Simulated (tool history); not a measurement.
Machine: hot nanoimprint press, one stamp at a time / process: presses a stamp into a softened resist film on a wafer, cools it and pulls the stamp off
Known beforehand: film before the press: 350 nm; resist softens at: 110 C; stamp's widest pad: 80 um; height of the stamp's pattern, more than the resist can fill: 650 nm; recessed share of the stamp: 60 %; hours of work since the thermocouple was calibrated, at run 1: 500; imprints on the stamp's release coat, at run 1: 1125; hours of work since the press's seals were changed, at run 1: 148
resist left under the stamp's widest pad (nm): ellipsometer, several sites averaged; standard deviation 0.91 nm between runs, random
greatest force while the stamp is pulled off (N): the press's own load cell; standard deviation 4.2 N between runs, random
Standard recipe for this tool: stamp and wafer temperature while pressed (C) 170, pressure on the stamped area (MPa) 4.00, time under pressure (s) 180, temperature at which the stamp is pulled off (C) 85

run  hour  stamp and wafer temperature while pressed (C)  pressure on the stamped area (MPa)  time under pressure (s)  temperature at which the stamp is pulled off (C)  hours of work since the thermocouple was calibrated  imprints on the stamp's release coat  hours of work since the press's seals were changed  resist left under the stamp's widest pad (nm)  greatest force while the stamp is pulled off (N)
  1   0.0                                            170                                4.00                      180                                                85                                                  500                                  1125                                                 148                                          149.2                                               299
  2   7.5                                            170                                4.00                      180                                                85                                                  505                                  1145                                                 153                                          150.4                                               310
  3  13.4                                            170                                4.00                      180                                                85                                                  509                                  1161                                                 157                                          150.7                                               309
  4  17.7                                            170                                4.00                      180                                                85                                                  512                                  1173                                                 160                                          150.2                                               315
  5  25.5                                            170                                4.00                      180                                                85                                                  518                                  1193                                                 166                                          149.1                                               316
  6  32.9                                            170                                4.00                      180                                                84                                                  523                                  1213                                                 171                                          151.9                                               320
  7  37.3                                            170                                4.00                      180                                                84                                                  526                                  1225                                                 174                                          150.5                                               312
  8  45.3                                            170                                4.00                      186                                                85                                                  531                                  1247                                                 179                                          148.5                                               315
  9  49.7                                            170                                4.00                      196                                                85                                                  534                                  1259                                                 183                                          145.5                                               315
 10  56.1                                            170                                4.00                      196                                                85                                                  539                                  1276                                                 187                                          146.5                                               314
 11  63.3                                            170                                4.00                      196                                                85                                                  544                                  1295                                                 192                                          144.4                                               319
 12  71.4                                            170                                4.00                      196                                                85                                                  550                                  1317                                                 198                                          145.4                                               313
 13  79.3                                            170                                4.00                      116                                                85                                                  555                                  1338                                                 203                                          179.2                                               321
 14  86.5                                            170                                4.00                      180                                                85                                                  560                                  1358                                                 208                                          152.2                                               323
     89.9  -- plate thermocouple calibrated
 15  93.6                                            170                                4.00                      180                                                85                                                    3                                  1369                                                 211                                          161.0                                               332

Estimate the outcome of run 16 from the log above:
 16  98.7                                            170                                2.78                      180                                                85                                                    6                                  1382                                                 215                                              ?                                                 ?

For run 16 the tool returned resist left under the stamp's widest pad (nm) 185.0, greatest force while the stamp is pulled off (N) 328.
With no hidden state in the tool, this same run would have given resist left under the stamp's widest pad (nm) 149.9, greatest force while the stamp is pulled off (N) 238.
